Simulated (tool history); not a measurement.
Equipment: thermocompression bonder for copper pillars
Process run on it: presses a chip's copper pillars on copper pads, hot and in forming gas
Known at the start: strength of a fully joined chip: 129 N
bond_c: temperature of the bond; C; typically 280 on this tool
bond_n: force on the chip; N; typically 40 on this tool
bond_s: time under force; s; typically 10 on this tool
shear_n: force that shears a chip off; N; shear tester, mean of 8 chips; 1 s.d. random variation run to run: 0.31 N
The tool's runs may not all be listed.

| run | hour | bond_c | bond_n | bond_s | shear_n |
|---|---|---|---|---|---|
| 1 | 0 | 280 | 40 | 10 | 61.4 |
| 2 | 20.8 | 280 | 40 | 10 | 61.6 |
| 3 | 33.5 | 280 | 40 | 10 | 61.3 |
| 4 | 42.7 | 280 | 40 | 15 | 70.5 |
| 5 | 55.4 | 280 | 40 | 15 | 69.6 |
| 6 | 75.9 | 280 | 56 | 10 | 81 |
| 7 | 93.3 | 280 | 40 | 10 | 61 |
| 8 | 109 | 280 | 40 | 10 | 60.1 |
| 9 | 124.1 | 280 | 40 | 10 | 61 |
| 10 | 135.9 | 280 | 40 | 10 | 60.3 |
| 11 | 146.8 | 280 | 40 | 10 | 60.2 |
| 12 | 158.4 | 280 | 40 | 10 | 60 |
| 13 | 167.7 | 280 | 40 | 27 | 81.7 |
| 14 | 184.6 | 288 | 40 | 27 | 86.4 |
| 15 | 201.8 | 288 | 40 | 27 | 86.1 |
| 16 | 220.4 | 288 | 40 | 27 | 86.1 |
| 17 | 240.7 | 304 | 40 | 27 | 94.1 |
| 18 | 252.4 | 280 | 40 | 10 | 59.3 |
| 19 | 272 | 280 | 40 | 23 | 84 |
| 20 | 282.1 | 280 | 40 | 23 | 84.4 |
| 21 | 299 | 290 | 49 | 12 | 87.9 |
| 22 | 311.1 | 255 | 56 | 10 | 69.1 |
| 23 | 330.7 | 258 | 46 | 10 | 59.1 |
| 24 | 351.8 | 279 | 24 | 5 | 27.4 |
| 25 | 372.4 | 279 | 24 | 5 | 27.5 |
| 26 | 385.9 | 279 | 24 | 5 | 27.5 |
| 27 | 398.4 | 279 | 24 | 5 | 27.4 |
| 28 | 412.7 | 301 | 42 | 5 | 63.2 |
| 29 | 422.1 | 301 | 42 | 5 | 63.7 |
| 30 | 434.7 | 301 | 59 | 7 | 91.2 |
| 31 | 453.7 | 301 | 59 | 7 | 91.2 |
| 32 | 467 | 301 | 28 | 7 | 47.4 |
| 33 | 484.3 | 301 | 32 | 6 | 51.2 |
| 34 | 505.7 | 301 | 32 | 6 | 51 |
| 35 | 516.4 | 281 | 31 | 7 | 43 |
| 36 | 527.7 | 251 | 27 | 28 | 45.5 |
| 37 | 545.2 | 295 | 41 | 7 | 65.5 |
| 38 | 559.3 | 298 | 33 | 6 | 50.8 |
| 39 | 581.4 | 309 | 52 | 24 | 110.2 |

Put back what was entered between runs (3 entries, withheld): which listed runs does each sit between, and how does the hidden state differ from the listed run before to the listed run after?
Runs 11 to 12: force cell calibrated (hour 149.3)
  force that reaches the chip, % of what is set: 99.2 -> 99.1; oxide that the forming gas leaves, % of the face: 6.96 -> 7.11
  measured less the result without the state, shear_n: -1.1 -> -1.1 N
Runs 18 to 19: forming gas filter changed (hour 259.8); force cell calibrated, once more (hour 272)
  true temperature of the bond over the reading, C: 6.6 -> 6.7; force that reaches the chip, % of what is set: 98.8 -> 99; oxide that the forming gas leaves, % of the face: 8.41 -> 0.71
  measured less the result without the state, shear_n: -1.9 -> +3.5 N

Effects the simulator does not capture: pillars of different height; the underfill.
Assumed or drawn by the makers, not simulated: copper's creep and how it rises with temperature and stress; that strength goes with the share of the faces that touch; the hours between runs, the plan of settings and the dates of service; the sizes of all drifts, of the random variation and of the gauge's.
